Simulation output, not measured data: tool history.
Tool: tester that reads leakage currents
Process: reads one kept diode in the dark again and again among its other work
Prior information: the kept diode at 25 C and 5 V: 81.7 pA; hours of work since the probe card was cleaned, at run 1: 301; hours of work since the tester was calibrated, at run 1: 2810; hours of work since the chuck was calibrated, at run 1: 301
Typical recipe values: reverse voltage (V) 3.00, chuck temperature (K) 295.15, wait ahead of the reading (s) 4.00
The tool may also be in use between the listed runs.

run	hour	reverse voltage (V)	chuck temperature (K)	wait ahead of the reading (s)	hours of work since the probe card was cleaned	hours of work since the tester was calibrated	hours of work since the chuck was calibrated	current that the tester gives (pA)
1	0.0	3.00	295.15	4.00	301	2810	301	49.41
2	147.4	3.00	295.15	4.00	361	2869	361	49.80
3	379.1	3.00	295.15	4.00	454	2963	454	50.90
4	525.7	3.00	295.15	0.71	514	3022	514	52.17
5	748.6	3.00	295.15	4.00	604	3112	604	51.73
6	991.6	3.00	295.15	4.00	702	3210	702	52.73
7	1193.3	3.00	295.15	1.25	783	3292	783	54.19
8	1420.6	3.00	319.15	4.00	875	3384	875	323.21
9	1632.1	3.00	295.15	3.54	961	3469	961	54.85
# hour 1654.4: chuck's temperature calibrated
10	1780.8	3.00	295.15	3.54	1020	3528	51	49.37
11	1927.1	3.00	295.15	3.54	1079	3588	110	49.83
12	2030.4	15.09	295.15	3.54	1121	3629	152	138.60
13	2138.4	15.09	295.15	3.54	1165	3673	196	139.74
14	2343.3	15.09	295.15	1.17	1247	3756	278	143.76
15	2540.9	3.00	295.15	4.00	1327	3836	358	51.79
16	2787.3	3.00	295.15	4.00	1427	3935	458	52.53
17	3016.5	3.00	295.15	4.00	1519	4028	550	53.33
18	3141.2	3.00	295.15	7.37	1570	4078	601	53.51
19	3355.5	3.00	295.15	7.37	1656	4165	687	54.44
20	3555.1	3.00	322.15	4.00	1737	4246	768	389.36
21	3660.3	3.00	322.15	4.00	1780	4288	811	395.21
22	3906.9	16.22	325.15	6.70	1879	4388	910	1354.47
23	4026.1	3.83	294.15	8.66	1927	4436	958	61.54
# hour 4050.5: chuck's temperature calibrated
24	4133.5	2.16	295.15	4.00	1970	4479	34	41.26
25	4290.5	1.37	307.15	7.87	2033	4542	97	77.67
26	4402.0	2.73	331.15	1.30	2078	4587	142	630.26
27	4574.8	19.62	294.15	1.30	2148	4657	212	168.10
28	4684.0	3.00	295.15	1.17	2192	4701	256	52.85
29	4882.2	3.00	295.15	1.17	2273	4781	336	53.23
30	5064.4	1.10	295.15	4.00	2346	4855	410	28.38
31	5280.3	5.13	304.15	0.97	2433	4942	497	147.86
# hour 5335.7: tester calibrated
32	5496.2	5.13	304.15	0.97	2520	65	583	154.17
33	5627.3	5.13	304.15	0.97	2573	118	636	155.10
34	5736.2	5.13	304.15	0.97	2617	162	680	156.25
35	5845.5	5.13	304.15	0.97	2661	206	725	157.12
36	5987.2	1.44	304.15	0.97	2718	263	782	71.41
37	6185.8	1.44	304.15	0.97	2799	344	862	72.12
38	6290.2	8.66	295.15	4.00	2841	386	904	118.72
# hour 6456.0: chuck's temperature calibrated
39	6524.1	1.52	294.15	4.00	2935	479	28	32.17
40	6635.2	18.49	300.15	2.05	2979	524	72	254.54
41	6788.0	16.52	304.15	2.05	3041	586	134	312.41

Across each entry between runs, compare the hidden state at the last listed run before it with the hidden state at the first listed run after it:
Logged between run 9 and run 10: chuck's temperature calibrated (hour 1654.4)
  stray current of the dirty probe card, pA a volt: 0.758 -> 0.802; current scale over the true one, %: -1.95 -> -1.98; true chuck temperature over the reading, C: 1.57 -> 0.16
  measured minus no-state result, current that the tester gives (pA): +7.61 -> +1.97
Logged between run 23 and run 24: chuck's temperature calibrated (hour 4050.5)
  stray current of the dirty probe card, pA a volt: 1.487 -> 1.519; current scale over the true one, %: -2.48 -> -2.5; true chuck temperature over the reading, C: 1.54 -> 0
  measured minus no-state result, current that the tester gives (pA): +10.96 -> +2.21
Logged between run 31 and run 32: tester calibrated (hour 5335.7)
  stray current of the dirty probe card, pA a volt: 1.867 -> 1.935; current scale over the true one, %: -2.74 -> -0.06; true chuck temperature over the reading, C: 0.71 -> 0.84
  measured minus no-state result, current that the tester gives (pA): +12.84 -> +18.79
Logged between run 38 and run 39: chuck's temperature calibrated (hour 6456.0)
  stray current of the dirty probe card, pA a volt: 2.177 -> 2.254; current scale over the true one, %: -0.24 -> -0.29; true chuck temperature over the reading, C: 1.34 -> -0.03
  measured minus no-state result, current that the tester gives (pA): +28.83 -> +3.23
